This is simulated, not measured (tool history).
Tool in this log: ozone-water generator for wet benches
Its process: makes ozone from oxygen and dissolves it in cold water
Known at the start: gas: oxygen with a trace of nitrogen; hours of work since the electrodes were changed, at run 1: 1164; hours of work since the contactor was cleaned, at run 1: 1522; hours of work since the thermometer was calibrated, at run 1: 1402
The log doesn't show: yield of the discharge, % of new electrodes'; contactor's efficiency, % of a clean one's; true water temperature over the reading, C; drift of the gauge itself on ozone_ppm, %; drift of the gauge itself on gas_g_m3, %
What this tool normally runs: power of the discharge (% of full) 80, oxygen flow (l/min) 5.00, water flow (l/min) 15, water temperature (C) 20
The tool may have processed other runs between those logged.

run   hour  power of the discharge (% of full)  oxygen flow (l/min)  water flow (l/min)  water temperature (C)  hours of work since the electrodes were changed  hours of work since the contactor was cleaned  hours of work since the thermometer was calibrated  dissolved ozone (ppm)  ozone in the gas ahead of the water (g/m3)
  1    0.0                                  80                 5.00                  15                     20                                             1164                                           1522                                                1402                   37.3                                       291.8
  2   36.4                                  80                 5.00                  15                     12                                             1191                                           1549                                                1430                   41.8                                       291.4
  3   69.9                                  80                 5.00                  15                     12                                             1216                                           1575                                                1455                   41.9                                       296.2
  4  109.7                                  80                 5.00                  15                     12                                             1247                                           1605                                                1485                   42.3                                       289.2
  5  140.8                                  80                 5.00                  15                     12                                             1270                                           1628                                                1509                   42.0                                       290.1
  6  180.1                                  43                 5.00                  15                     20                                             1300                                           1658                                                1539                   25.8                                       205.2
  7  227.5                                  43                 5.00                  15                     20                                             1336                                           1694                                                1575                   26.0                                       202.3
  8  266.7                                  80                 5.00                  15                     26                                             1366                                           1724                                                1604                   33.7                                       290.3
     273.7  -- contactor cleaned
  9  300.2                                  80                 5.00                  16                     20                                             1388                                             20                                                1627                   34.4                                       292.6
 10  345.0                                  80                 5.00                  15                     20                                             1422                                             54                                                1661                   36.1                                       290.8
 11  377.9                                  80                 5.00                  15                     20                                             1447                                             79                                                1686                   36.7                                       290.4
 12  435.9                                  80                 5.00                  15                     20                                             1491                                            123                                                1729                   36.3                                       292.1
 13  490.6                                  48                 8.89                  15                     20                                             1532                                            164                                                1771                   23.7                                       149.2
     508.5  -- contactor cleaned, once more
 14  532.6                                  48                 8.89                  15                     20                                             1561                                             18                                                1800                   24.4                                       148.1
 15  557.6                                  48                 8.46                  11                     20                                             1580                                             37                                                1819                   28.4                                       153.7
 16  584.8                                  48                 8.46                  11                     20                                             1600                                             58                                                1839                   28.8                                       155.5
 17  619.9                                  85                 5.00                  15                     24                                             1627                                             84                                                1866                   36.0                                       299.3
 18  677.9                                  85                 5.00                  15                     24                                             1671                                            128                                                1910                   35.7                                       298.4
 19  737.0                                  85                 5.00                  15                     24                                             1716                                            173                                                1955                   35.8                                       298.9
 20  781.9                                  60                 5.00                  15                     24                                             1750                                            207                                                1989                   29.2                                       243.0

Subtracting, for every run, the result it would have given without the tool's unlogged condition from the measured result gives the following. The same run-to-run variation enters both numbers; the gauge's scatter may not:
run  dissolved ozone (ppm)  ozone in the gas ahead of the water (g/m3)
  1                   -1.8                                        -6.3
  2                   -2.0                                        -6.5
  3                   -2.1                                        -6.8
  4                   -2.1                                        -6.9
  5                   -2.2                                        -7.2
  6                   -1.2                                        -3.4
  7                   -1.2                                        -3.5
  8                   -1.9                                        -7.8
  9                   -2.4                                        -8.0
 10                   -2.5                                        -8.2
 11                   -2.6                                        -8.5
 12                   -2.7                                        -8.8
 13                   -1.6                                        -3.4
 14                   -0.7                                        -3.4
 15                   -0.9                                        -3.6
 16                   -1.0                                        -3.7
 17                   -1.6                                       -10.6
 18                   -1.7                                       -10.9
 19                   -1.7                                       -11.3
 20                   -1.2                                        -7.7
